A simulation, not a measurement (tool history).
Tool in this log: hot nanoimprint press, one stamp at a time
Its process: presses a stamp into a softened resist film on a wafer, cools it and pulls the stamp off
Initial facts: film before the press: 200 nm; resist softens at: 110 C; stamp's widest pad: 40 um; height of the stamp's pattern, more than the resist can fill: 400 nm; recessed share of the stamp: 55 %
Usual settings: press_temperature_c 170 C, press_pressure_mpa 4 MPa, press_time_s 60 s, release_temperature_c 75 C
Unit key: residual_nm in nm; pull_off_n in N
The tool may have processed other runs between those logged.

run 1 day=0 | press_temperature_c=170 press_pressure_mpa=4 press_time_s=60 release_temperature_c=75 | residual_nm=92.6 pull_off_n=132.5
run 2 day=0.667 | press_temperature_c=170 press_pressure_mpa=4 press_time_s=95 release_temperature_c=75 | residual_nm=77.1 pull_off_n=132.2
-- day=1.096 plate thermocouple calibrated
run 3 day=1.904 | press_temperature_c=168 press_pressure_mpa=4 press_time_s=60 release_temperature_c=75 | residual_nm=111.3 pull_off_n=139.1
run 4 day=2.892 | press_temperature_c=170 press_pressure_mpa=4 press_time_s=60 release_temperature_c=75 | residual_nm=101.1 pull_off_n=141.1
run 5 day=3.45 | press_temperature_c=170 press_pressure_mpa=4 press_time_s=60 release_temperature_c=75 | residual_nm=100.5 pull_off_n=141.6
run 6 day=4.471 | press_temperature_c=170 press_pressure_mpa=4 press_time_s=60 release_temperature_c=75 | residual_nm=99.6 pull_off_n=143.5
run 7 day=5.279 | press_temperature_c=170 press_pressure_mpa=4 press_time_s=60 release_temperature_c=75 | residual_nm=99.8 pull_off_n=143.7
-- day=6.204 stamp cleaned and given a new release coat
run 8 day=6.438 | press_temperature_c=170 press_pressure_mpa=4 press_time_s=60 release_temperature_c=75 | residual_nm=98.9 pull_off_n=137
run 9 day=7.146 | press_temperature_c=170 press_pressure_mpa=4 press_time_s=60 release_temperature_c=75 | residual_nm=99.3 pull_off_n=137.4
run 10 day=8.062 | press_temperature_c=170 press_pressure_mpa=4 press_time_s=60 release_temperature_c=75 | residual_nm=99.9 pull_off_n=139.5
run 11 day=9.221 | press_temperature_c=170 press_pressure_mpa=4 press_time_s=60 release_temperature_c=75 | residual_nm=97.9 pull_off_n=139.8
run 12 day=10.017 | press_temperature_c=170 press_pressure_mpa=4 press_time_s=60 release_temperature_c=75 | residual_nm=98.1 pull_off_n=141.2
run 13 day=11.129 | press_temperature_c=170 press_pressure_mpa=4 press_time_s=60 release_temperature_c=75 | residual_nm=97.1 pull_off_n=142.2
run 14 day=11.817 | press_temperature_c=170 press_pressure_mpa=4 press_time_s=60 release_temperature_c=75 | residual_nm=97.5 pull_off_n=142.8
-- day=12.233 stamp cleaned and given a new release coat
run 15 day=12.675 | press_temperature_c=170 press_pressure_mpa=4 press_time_s=60 release_temperature_c=75 | residual_nm=97.6 pull_off_n=136.5
run 16 day=13.3 | press_temperature_c=161 press_pressure_mpa=4 press_time_s=60 release_temperature_c=75 | residual_nm=149.8 pull_off_n=137.9
run 17 day=13.979 | press_temperature_c=161 press_pressure_mpa=2.72 press_time_s=52 release_temperature_c=67 | residual_nm=166.3 pull_off_n=164.5
run 18 day=14.792 | press_temperature_c=161 press_pressure_mpa=2.72 press_time_s=52 release_temperature_c=67 | residual_nm=168.1 pull_off_n=166.9
run 19 day=15.492 | press_temperature_c=161 press_pressure_mpa=4.13 press_time_s=52 release_temperature_c=65 | residual_nm=153.2 pull_off_n=174.6
run 20 day=16.688 | press_temperature_c=161 press_pressure_mpa=4.13 press_time_s=44 release_temperature_c=81 | residual_nm=156.3 pull_off_n=119.1
run 21 day=17.921 | press_temperature_c=161 press_pressure_mpa=4.13 press_time_s=44 release_temperature_c=81 | residual_nm=155.5 pull_off_n=119.2
-- day=18.279 stamp cleaned and given a new release coat
run 22 day=19.317 | press_temperature_c=161 press_pressure_mpa=3.7 press_time_s=32 release_temperature_c=81 | residual_nm=168.9 pull_off_n=115.1
run 23 day=20.05 | press_temperature_c=170 press_pressure_mpa=4 press_time_s=60 release_temperature_c=75 | residual_nm=96 pull_off_n=137.2
run 24 day=20.829 | press_temperature_c=178 press_pressure_mpa=5.64 press_time_s=60 release_temperature_c=75 | residual_nm=51.7 pull_off_n=137.5
run 25 day=21.354 | press_temperature_c=169 press_pressure_mpa=4 press_time_s=49 release_temperature_c=65 | residual_nm=106.7 pull_off_n=172.2
run 26 day=22.396 | press_temperature_c=169 press_pressure_mpa=4 press_time_s=49 release_temperature_c=65 | residual_nm=109.5 pull_off_n=174.1
run 27 day=23.508 | press_temperature_c=161 press_pressure_mpa=2.47 press_time_s=65 release_temperature_c=68 | residual_nm=162.3 pull_off_n=165.7
-- day=24.279 stamp cleaned and given a new release coat
run 28 day=24.554 | press_temperature_c=173 press_pressure_mpa=4.93 press_time_s=44 release_temperature_c=79 | residual_nm=82 pull_off_n=119.4
run 29 day=25.5 | press_temperature_c=160 press_pressure_mpa=4.56 press_time_s=31 release_temperature_c=82 | residual_nm=165.1 pull_off_n=109.9

Consider 5 possible next runs. They are alternatives, not a sequence: every one starts from the tool as it was left by run 29. What does each give?
run A day=26.517 | press_temperature_c=161 press_pressure_mpa=4.56 press_time_s=31 release_temperature_c=82 | residual_nm=? pull_off_n=?
run B day=26.517 | press_temperature_c=170 press_pressure_mpa=4 press_time_s=60 release_temperature_c=61 | residual_nm=? pull_off_n=?
run C day=26.517 | press_temperature_c=170 press_pressure_mpa=4.27 press_time_s=60 release_temperature_c=71 | residual_nm=? pull_off_n=?
run D day=26.517 | press_temperature_c=170 press_pressure_mpa=4 press_time_s=60 release_temperature_c=62 | residual_nm=? pull_off_n=?
run E day=26.517 | press_temperature_c=176 press_pressure_mpa=5.72 press_time_s=79 release_temperature_c=75 | residual_nm=? pull_off_n=?

run=A residual_nm=159.2 pull_off_n=110.5
run=B residual_nm=93.7 pull_off_n=187
run=C residual_nm=91.2 pull_off_n=149.4
run=D residual_nm=95 pull_off_n=181.4
run=E residual_nm=49.7 pull_off_n=135.4
With the hidden condition removed and each run's random variation left untouched, the same runs would have given:
run=A residual_nm=164.2 pull_off_n=113.5
run=B residual_nm=99.1 pull_off_n=188.7
run=C residual_nm=96.4 pull_off_n=151.8
run=D residual_nm=100.4 pull_off_n=183.1
run=E residual_nm=51.9 pull_off_n=138
